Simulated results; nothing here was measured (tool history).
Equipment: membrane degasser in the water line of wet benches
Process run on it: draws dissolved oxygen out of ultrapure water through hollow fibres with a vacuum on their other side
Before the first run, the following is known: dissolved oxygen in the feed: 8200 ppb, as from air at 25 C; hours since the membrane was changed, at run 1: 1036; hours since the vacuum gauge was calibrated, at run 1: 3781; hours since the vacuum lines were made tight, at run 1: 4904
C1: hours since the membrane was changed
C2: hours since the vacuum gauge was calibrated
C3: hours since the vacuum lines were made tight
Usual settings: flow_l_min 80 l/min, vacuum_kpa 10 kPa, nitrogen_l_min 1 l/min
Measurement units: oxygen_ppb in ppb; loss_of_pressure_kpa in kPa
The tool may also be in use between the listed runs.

{"run": 1, "hour": 0.0, "flow_l_min": 80, "vacuum_kpa": 10, "nitrogen_l_min": 1, "C1": 1036, "C2": 3781, "C3": 4904, "oxygen_ppb": 889.4, "loss_of_pressure_kpa": 38.58}
{"run": 2, "hour": 32.3, "flow_l_min": 80, "vacuum_kpa": 10, "nitrogen_l_min": 1.7, "C1": 1068, "C2": 3814, "C3": 4937, "oxygen_ppb": 634.3, "loss_of_pressure_kpa": 38.5}
{"run": 3, "hour": 59.7, "flow_l_min": 80, "vacuum_kpa": 10, "nitrogen_l_min": 1, "C1": 1095, "C2": 3841, "C3": 4964, "oxygen_ppb": 890, "loss_of_pressure_kpa": 38.42}
{"run": 4, "hour": 107.0, "flow_l_min": 80, "vacuum_kpa": 10, "nitrogen_l_min": 1.3, "C1": 1143, "C2": 3888, "C3": 5011, "oxygen_ppb": 753.1, "loss_of_pressure_kpa": 38.34}
{"run": 5, "hour": 149.6, "flow_l_min": 80, "vacuum_kpa": 10, "nitrogen_l_min": 1.3, "C1": 1185, "C2": 3931, "C3": 5054, "oxygen_ppb": 758.7, "loss_of_pressure_kpa": 38.34}
{"run": 6, "hour": 189.7, "flow_l_min": 80, "vacuum_kpa": 10, "nitrogen_l_min": 1, "C1": 1225, "C2": 3971, "C3": 5094, "oxygen_ppb": 891.6, "loss_of_pressure_kpa": 38.37}
{"run": 7, "hour": 238.9, "flow_l_min": 80, "vacuum_kpa": 10, "nitrogen_l_min": 1, "C1": 1274, "C2": 4020, "C3": 5143, "oxygen_ppb": 889, "loss_of_pressure_kpa": 38.38}
{"run": 8, "hour": 269.4, "flow_l_min": 77, "vacuum_kpa": 10, "nitrogen_l_min": 1, "C1": 1305, "C2": 4051, "C3": 5174, "oxygen_ppb": 867.1, "loss_of_pressure_kpa": 37.31}
{"run": 9, "hour": 308.4, "flow_l_min": 80, "vacuum_kpa": 10, "nitrogen_l_min": 1, "C1": 1344, "C2": 4090, "C3": 5213, "oxygen_ppb": 896.6, "loss_of_pressure_kpa": 38.96}
{"run": 10, "hour": 358.5, "flow_l_min": 111, "vacuum_kpa": 10, "nitrogen_l_min": 1, "C1": 1394, "C2": 4140, "C3": 5263, "oxygen_ppb": 1104.6, "loss_of_pressure_kpa": 53.43}
{"run": 11, "hour": 407.8, "flow_l_min": 103, "vacuum_kpa": 10, "nitrogen_l_min": 1, "C1": 1443, "C2": 4189, "C3": 5312, "oxygen_ppb": 1064.5, "loss_of_pressure_kpa": 49.39}
{"run": 12, "hour": 452.3, "flow_l_min": 80, "vacuum_kpa": 10, "nitrogen_l_min": 1, "C1": 1488, "C2": 4234, "C3": 5357, "oxygen_ppb": 897.4, "loss_of_pressure_kpa": 38.66}
{"run": 13, "hour": 474.6, "flow_l_min": 80, "vacuum_kpa": 10, "nitrogen_l_min": 1, "C1": 1510, "C2": 4256, "C3": 5379, "oxygen_ppb": 893.2, "loss_of_pressure_kpa": 38.72}
{"run": 14, "hour": 506.6, "flow_l_min": 80, "vacuum_kpa": 10, "nitrogen_l_min": 1, "C1": 1542, "C2": 4288, "C3": 5411, "oxygen_ppb": 896.6, "loss_of_pressure_kpa": 38.65}
{"run": 15, "hour": 533.4, "flow_l_min": 80, "vacuum_kpa": 10, "nitrogen_l_min": 1, "C1": 1569, "C2": 4315, "C3": 5438, "oxygen_ppb": 893.6, "loss_of_pressure_kpa": 39}
{"run": 16, "hour": 584.8, "flow_l_min": 80, "vacuum_kpa": 10, "nitrogen_l_min": 1, "C1": 1620, "C2": 4366, "C3": 5489, "oxygen_ppb": 897.3, "loss_of_pressure_kpa": 38.65}
{"run": 17, "hour": 626.7, "flow_l_min": 49, "vacuum_kpa": 18.8, "nitrogen_l_min": 0.77, "C1": 1662, "C2": 4408, "C3": 5531, "oxygen_ppb": 1562.2, "loss_of_pressure_kpa": 23.9}
{"run": 18, "hour": 672.6, "flow_l_min": 49, "vacuum_kpa": 10.7, "nitrogen_l_min": 0.59, "C1": 1708, "C2": 4454, "C3": 5577, "oxygen_ppb": 982.8, "loss_of_pressure_kpa": 23.79}
{"run": 19, "hour": 700.2, "flow_l_min": 49, "vacuum_kpa": 10.7, "nitrogen_l_min": 0.59, "C1": 1736, "C2": 4482, "C3": 5604, "oxygen_ppb": 983.3, "loss_of_pressure_kpa": 23.74}
{"run": 20, "hour": 723.1, "flow_l_min": 80, "vacuum_kpa": 6.9, "nitrogen_l_min": 0.9, "C1": 1759, "C2": 4505, "C3": 5627, "oxygen_ppb": 573.5, "loss_of_pressure_kpa": 38.91}
{"run": 21, "hour": 762.0, "flow_l_min": 55, "vacuum_kpa": 16.3, "nitrogen_l_min": 1, "C1": 1798, "C2": 4543, "C3": 5666, "oxygen_ppb": 1222.5, "loss_of_pressure_kpa": 26.61}
{"run": 22, "hour": 807.4, "flow_l_min": 55, "vacuum_kpa": 16.3, "nitrogen_l_min": 1, "C1": 1843, "C2": 4589, "C3": 5712, "oxygen_ppb": 1234.9, "loss_of_pressure_kpa": 26.77}
{"run": 23, "hour": 829.7, "flow_l_min": 74, "vacuum_kpa": 10.4, "nitrogen_l_min": 2.97, "C1": 1865, "C2": 4611, "C3": 5734, "oxygen_ppb": 410, "loss_of_pressure_kpa": 35.72}
{"run": 24, "hour": 870.0, "flow_l_min": 74, "vacuum_kpa": 10.4, "nitrogen_l_min": 2.97, "C1": 1906, "C2": 4651, "C3": 5774, "oxygen_ppb": 412.7, "loss_of_pressure_kpa": 35.86}
{"run": 25, "hour": 919.5, "flow_l_min": 74, "vacuum_kpa": 10.4, "nitrogen_l_min": 2.97, "C1": 1955, "C2": 4701, "C3": 5824, "oxygen_ppb": 411.3, "loss_of_pressure_kpa": 35.66}
{"run": 26, "hour": 943.7, "flow_l_min": 74, "vacuum_kpa": 10.4, "nitrogen_l_min": 2.97, "C1": 1979, "C2": 4725, "C3": 5848, "oxygen_ppb": 410.3, "loss_of_pressure_kpa": 35.91}
{"run": 27, "hour": 997.2, "flow_l_min": 74, "vacuum_kpa": 6.7, "nitrogen_l_min": 0.81, "C1": 2033, "C2": 4779, "C3": 5902, "oxygen_ppb": 558.4, "loss_of_pressure_kpa": 35.94}
{"run": 28, "hour": 1026.9, "flow_l_min": 80, "vacuum_kpa": 7.9, "nitrogen_l_min": 0.6, "C1": 2062, "C2": 4808, "C3": 5931, "oxygen_ppb": 882.4, "loss_of_pressure_kpa": 38.93}
{"run": 29, "hour": 1053.9, "flow_l_min": 113, "vacuum_kpa": 12, "nitrogen_l_min": 0.82, "C1": 2089, "C2": 4835, "C3": 5958, "oxygen_ppb": 1551.2, "loss_of_pressure_kpa": 54.9}
{"run": 30, "hour": 1089.8, "flow_l_min": 113, "vacuum_kpa": 12, "nitrogen_l_min": 0.82, "C1": 2125, "C2": 4871, "C3": 5994, "oxygen_ppb": 1549.6, "loss_of_pressure_kpa": 54.9}

Below are 5 alternative next runs, each starting from the tool's condition after run 30. Predict each:
{"run": "A", "hour": 1124.5, "flow_l_min": 113, "vacuum_kpa": 8.3, "nitrogen_l_min": 0.43, "C1": 2160, "C2": 4906, "C3": 6029, "oxygen_ppb": "?", "loss_of_pressure_kpa": "?"}
{"run": "B", "hour": 1124.5, "flow_l_min": 79, "vacuum_kpa": 12, "nitrogen_l_min": 1.53, "C1": 2160, "C2": 4906, "C3": 6029, "oxygen_ppb": "?", "loss_of_pressure_kpa": "?"}
{"run": "C", "hour": 1124.5, "flow_l_min": 58, "vacuum_kpa": 11.3, "nitrogen_l_min": 1.08, "C1": 2160, "C2": 4906, "C3": 6029, "oxygen_ppb": "?", "loss_of_pressure_kpa": "?"}
{"run": "D", "hour": 1124.5, "flow_l_min": 113, "vacuum_kpa": 17.9, "nitrogen_l_min": 0.82, "C1": 2160, "C2": 4906, "C3": 6029, "oxygen_ppb": "?", "loss_of_pressure_kpa": "?"}
{"run": "E", "hour": 1124.5, "flow_l_min": 80, "vacuum_kpa": 14.4, "nitrogen_l_min": 0.92, "C1": 2160, "C2": 4906, "C3": 6029, "oxygen_ppb": "?", "loss_of_pressure_kpa": "?"}

run=A oxygen_ppb=1308.2 loss_of_pressure_kpa=55.2
run=B oxygen_ppb=847.3 loss_of_pressure_kpa=38.59
run=C oxygen_ppb=796.7 loss_of_pressure_kpa=28.48
run=D oxygen_ppb=2330.4 loss_of_pressure_kpa=54.62
run=E oxygen_ppb=1441 loss_of_pressure_kpa=38.84
Without the tool's unlogged condition, the same runs would have read:
run=A oxygen_ppb=1231 loss_of_pressure_kpa=53.8
run=B oxygen_ppb=809.8 loss_of_pressure_kpa=37.61
run=C oxygen_ppb=760 loss_of_pressure_kpa=27.76
run=D oxygen_ppb=2291.6 loss_of_pressure_kpa=53.23
run=E oxygen_ppb=1401.1 loss_of_pressure_kpa=37.85
